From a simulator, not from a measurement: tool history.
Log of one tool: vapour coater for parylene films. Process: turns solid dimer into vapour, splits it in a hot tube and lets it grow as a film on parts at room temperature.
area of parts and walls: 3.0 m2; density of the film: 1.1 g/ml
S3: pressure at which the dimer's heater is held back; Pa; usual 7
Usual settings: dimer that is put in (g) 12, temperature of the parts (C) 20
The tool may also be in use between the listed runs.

{"run": 1, "hour": 0.0, "dimer that is put in (g)": 12, "temperature of the parts (C)": 20, "S3": 7, "thickness of the film (nm)": 2075}
{"run": 2, "hour": 16.6, "dimer that is put in (g)": 12, "temperature of the parts (C)": 20, "S3": 7, "thickness of the film (nm)": 2062}
{"run": 3, "hour": 29.2, "dimer that is put in (g)": 12, "temperature of the parts (C)": 20, "S3": 7, "thickness of the film (nm)": 2065}
{"run": 4, "hour": 41.1, "dimer that is put in (g)": 12, "temperature of the parts (C)": 20, "S3": 7, "thickness of the film (nm)": 2064}
{"run": 5, "hour": 53.5, "dimer that is put in (g)": 12, "temperature of the parts (C)": 20, "S3": 5.59, "thickness of the film (nm)": 2164}
{"run": 6, "hour": 68.7, "dimer that is put in (g)": 12, "temperature of the parts (C)": 20, "S3": 8.03, "thickness of the film (nm)": 2007}
{"run": 7, "hour": 83.9, "dimer that is put in (g)": 12, "temperature of the parts (C)": 20, "S3": 8.03, "thickness of the film (nm)": 1983}
{"run": 8, "hour": 95.2, "dimer that is put in (g)": 12, "temperature of the parts (C)": 20, "S3": 8.03, "thickness of the film (nm)": 1974}
{"run": 9, "hour": 108.6, "dimer that is put in (g)": 12, "temperature of the parts (C)": 20, "S3": 7.46, "thickness of the film (nm)": 2031}
{"run": 10, "hour": 125.9, "dimer that is put in (g)": 12, "temperature of the parts (C)": 20, "S3": 7.46, "thickness of the film (nm)": 2006}
{"run": 11, "hour": 146.2, "dimer that is put in (g)": 13, "temperature of the parts (C)": 20, "S3": 7, "thickness of the film (nm)": 2194}
{"run": 12, "hour": 159.7, "dimer that is put in (g)": 12, "temperature of the parts (C)": 20, "S3": 7, "thickness of the film (nm)": 2034}
{"run": 13, "hour": 171.3, "dimer that is put in (g)": 12, "temperature of the parts (C)": 20, "S3": 7, "thickness of the film (nm)": 2022}
{"run": 14, "hour": 180.5, "dimer that is put in (g)": 12, "temperature of the parts (C)": 20, "S3": 7, "thickness of the film (nm)": 1992}
{"run": 15, "hour": 197.8, "dimer that is put in (g)": 12, "temperature of the parts (C)": 20, "S3": 6.1, "thickness of the film (nm)": 2068}
{"run": 16, "hour": 209.9, "dimer that is put in (g)": 12, "temperature of the parts (C)": 20, "S3": 6.1, "thickness of the film (nm)": 2048}
{"run": 17, "hour": 231.6, "dimer that is put in (g)": 12, "temperature of the parts (C)": 20, "S3": 6.1, "thickness of the film (nm)": 2051}
{"run": 18, "hour": 243.6, "dimer that is put in (g)": 12, "temperature of the parts (C)": 20, "S3": 6.1, "thickness of the film (nm)": 2048}
{"run": 19, "hour": 261.0, "dimer that is put in (g)": 12, "temperature of the parts (C)": 23, "S3": 6.1, "thickness of the film (nm)": 1941}
{"run": 20, "hour": 270.3, "dimer that is put in (g)": 12, "temperature of the parts (C)": 23, "S3": 6.1, "thickness of the film (nm)": 1924}
{"run": 21, "hour": 284.8, "dimer that is put in (g)": 12, "temperature of the parts (C)": 23, "S3": 6.1, "thickness of the film (nm)": 1928}
{"run": 22, "hour": 295.0, "dimer that is put in (g)": 12, "temperature of the parts (C)": 23, "S3": 6.1, "thickness of the film (nm)": 1936}
{"run": 23, "hour": 311.4, "dimer that is put in (g)": 12, "temperature of the parts (C)": 20, "S3": 7, "thickness of the film (nm)": 1962}
{"run": 24, "hour": 321.5, "dimer that is put in (g)": 12, "temperature of the parts (C)": 20, "S3": 2.24, "thickness of the film (nm)": 2490}
{"run": 25, "hour": 340.5, "dimer that is put in (g)": 17, "temperature of the parts (C)": 24, "S3": 6.99, "thickness of the film (nm)": 2577}
{"run": 26, "hour": 353.9, "dimer that is put in (g)": 19, "temperature of the parts (C)": 20, "S3": 4.14, "thickness of the film (nm)": 3440}
{"run": 27, "hour": 363.9, "dimer that is put in (g)": 11, "temperature of the parts (C)": 20, "S3": 4.14, "thickness of the film (nm)": 1987}
{"run": 28, "hour": 373.7, "dimer that is put in (g)": 11, "temperature of the parts (C)": 20, "S3": 4.14, "thickness of the film (nm)": 1987}
{"run": 29, "hour": 397.1, "dimer that is put in (g)": 12, "temperature of the parts (C)": 25, "S3": 2.74, "thickness of the film (nm)": 2326}
{"run": 30, "hour": 416.9, "dimer that is put in (g)": 12, "temperature of the parts (C)": 25, "S3": 2.74, "thickness of the film (nm)": 2311}
{"run": 31, "hour": 428.7, "dimer that is put in (g)": 12, "temperature of the parts (C)": 25, "S3": 2.74, "thickness of the film (nm)": 2305}
{"run": 32, "hour": 438.1, "dimer that is put in (g)": 12, "temperature of the parts (C)": 25, "S3": 2.74, "thickness of the film (nm)": 2300}
{"run": 33, "hour": 456.9, "dimer that is put in (g)": 8, "temperature of the parts (C)": 28, "S3": 6.79, "thickness of the film (nm)": 1202}
{"run": 34, "hour": 470.6, "dimer that is put in (g)": 21, "temperature of the parts (C)": 13, "S3": 7, "thickness of the film (nm)": 4106}
{"run": 35, "hour": 486.1, "dimer that is put in (g)": 21, "temperature of the parts (C)": 13, "S3": 7, "thickness of the film (nm)": 4088}
{"run": 36, "hour": 506.4, "dimer that is put in (g)": 21, "temperature of the parts (C)": 13, "S3": 3.07, "thickness of the film (nm)": 4821}
{"run": 37, "hour": 516.2, "dimer that is put in (g)": 14, "temperature of the parts (C)": 20, "S3": 3.07, "thickness of the film (nm)": 2853}
{"run": 38, "hour": 529.5, "dimer that is put in (g)": 12, "temperature of the parts (C)": 20, "S3": 2.99, "thickness of the film (nm)": 2421}
{"run": 39, "hour": 543.9, "dimer that is put in (g)": 12, "temperature of the parts (C)": 20, "S3": 2.99, "thickness of the film (nm)": 2423}
{"run": 40, "hour": 565.9, "dimer that is put in (g)": 12, "temperature of the parts (C)": 20, "S3": 2.99, "thickness of the film (nm)": 2408}
{"run": 41, "hour": 583.0, "dimer that is put in (g)": 12, "temperature of the parts (C)": 29, "S3": 7, "thickness of the film (nm)": 1715}
{"run": 42, "hour": 599.7, "dimer that is put in (g)": 12, "temperature of the parts (C)": 29, "S3": 7, "thickness of the film (nm)": 1713}
{"run": 43, "hour": 613.3, "dimer that is put in (g)": 8, "temperature of the parts (C)": 29, "S3": 2.11, "thickness of the film (nm)": 1453}
{"run": 44, "hour": 626.4, "dimer that is put in (g)": 8, "temperature of the parts (C)": 29, "S3": 2.11, "thickness of the film (nm)": 1455}
{"run": 45, "hour": 642.0, "dimer that is put in (g)": 16, "temperature of the parts (C)": 30, "S3": 2.39, "thickness of the film (nm)": 2769}
{"run": 46, "hour": 660.8, "dimer that is put in (g)": 8, "temperature of the parts (C)": 20, "S3": 7, "thickness of the film (nm)": 1345}
{"run": 47, "hour": 674.8, "dimer that is put in (g)": 8, "temperature of the parts (C)": 20, "S3": 7, "thickness of the film (nm)": 1335}

Taken out of this log: 1 entry between the listed runs. Where each belongs, and how the hidden state differs across it:
Between runs 28 and 29: trap's valve overhauled (hour 395.1)
  vapour lost through the trap's worn valve, %: 7 -> 0.1; true temperature of the parts over the reading, C: 0.45 -> 0.46
  measured less the result without the state, thickness of the film (nm): -166 -> -20
